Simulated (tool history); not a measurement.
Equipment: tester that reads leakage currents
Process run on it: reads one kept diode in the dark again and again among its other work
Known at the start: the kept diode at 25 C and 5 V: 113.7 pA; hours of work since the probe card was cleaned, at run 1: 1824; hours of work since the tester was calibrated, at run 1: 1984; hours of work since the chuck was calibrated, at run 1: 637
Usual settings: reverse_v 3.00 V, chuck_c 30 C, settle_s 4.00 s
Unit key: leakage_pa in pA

run,hour,reverse_v,chuck_c,settle_s,hours of work since the probe card was cleaned,hours of work since the tester was calibrated,hours of work since the chuck was calibrated,leakage_pa
1,0.0,3.00,30,4.00,1824,1984,637,153.46
2,74.3,3.00,30,0.71,1879,2038,691,154.94
3,139.1,3.00,30,0.71,1926,2086,738,154.98
4,214.2,3.00,30,0.71,1981,2140,793,155.27
5,267.8,3.00,30,4.00,2020,2179,832,154.82
6,300.4,3.00,30,4.00,2043,2203,856,154.12
7,341.3,1.23,28,3.55,2073,2233,885,93.08
8,397.0,1.35,58,7.54,2114,2274,926,1295.51
9,468.3,1.05,30,2.01,2166,2326,978,107.66
10,506.6,6.78,42,3.42,2194,2353,1006,600.93

Estimate the outcome of run 11 from the log above:
11,552.2,4.10,42,0.41,2227,2387,1039,?

Run 11 measured leakage_pa 507.29 pA.
Take away the tool's hidden state, keep the run-to-run variation as it was, and the same run would have given leakage_pa 507.44 pA.
